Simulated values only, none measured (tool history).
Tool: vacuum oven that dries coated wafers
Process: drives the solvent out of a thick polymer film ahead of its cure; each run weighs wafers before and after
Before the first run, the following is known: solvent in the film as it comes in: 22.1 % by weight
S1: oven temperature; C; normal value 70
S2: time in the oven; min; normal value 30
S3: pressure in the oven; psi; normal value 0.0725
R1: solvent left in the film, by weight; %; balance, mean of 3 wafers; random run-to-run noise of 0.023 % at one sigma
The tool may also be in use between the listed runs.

| run | hour | S1 | S2 | S3 | R1 |
|---|---|---|---|---|---|
| 1 | 0.0 | 70 | 30 | 0.0725 | 1.38 |
| 2 | 86.0 | 70 | 17 | 0.0725 | 3.79 |
| 3 | 188.9 | 70 | 17 | 0.0725 | 3.74 |
| 4 | 308.9 | 70 | 17 | 0.0725 | 3.76 |
| 5 | 416.5 | 70 | 31 | 0.0725 | 1.22 |
| 6 | 475.3 | 70 | 31 | 0.0725 | 1.22 |
| 7 | 550.0 | 70 | 31 | 0.0725 | 1.26 |
| 8 | 654.8 | 70 | 30 | 0.0847 | 1.42 |
| 9 | 720.1 | 70 | 30 | 0.0847 | 1.41 |
| 10 | 799.3 | 70 | 30 | 0.0725 | 1.32 |
| 11 | 878.1 | 70 | 52 | 0.0725 | 0.49 |
| 12 | 988.5 | 70 | 30 | 0.0670 | 1.32 |
|  | 1039.0 | oven's thermocouples calibrated |
| 13 | 1073.4 | 81 | 19 | 0.2673 | 1.53 |
| 14 | 1143.5 | 70 | 30 | 0.2144 | 2.01 |
| 15 | 1255.6 | 70 | 30 | 0.2144 | 2.01 |
| 16 | 1356.7 | 67 | 53 | 0.0725 | 0.64 |
| 17 | 1426.6 | 67 | 53 | 0.0725 | 0.66 |
| 18 | 1507.1 | 67 | 53 | 0.0482 | 0.52 |
| 19 | 1589.8 | 58 | 20 | 0.1446 | 7.29 |
|  | 1659.1 | vacuum gauge cleaned of residue and calibrated |
| 20 | 1720.2 | 58 | 20 | 0.1446 | 7.24 |
| 21 | 1793.7 | 70 | 28 | 0.0725 | 1.54 |
| 22 | 1861.7 | 59 | 30 | 0.1041 | 4.23 |
| 23 | 1951.2 | 59 | 30 | 0.1041 | 4.23 |

3 ways to go on from here, each from the tool as it stands after run 23. What would each give?
| A | 2036.0 | 59 | 30 | 0.0725 | ? |
| B | 2036.0 | 64 | 30 | 0.0725 | ? |
| C | 2036.0 | 59 | 30 | 0.1141 | ? |

| run | R1 |
|---|---|
| A | 3.92 |
| B | 2.54 |
| C | 4.31 |
Take away the tool's hidden state, keep each run's random variation, and the runs would have read:
| run | R1 |
|---|---|
| A | 3.92 |
| B | 2.53 |
| C | 4.30 |
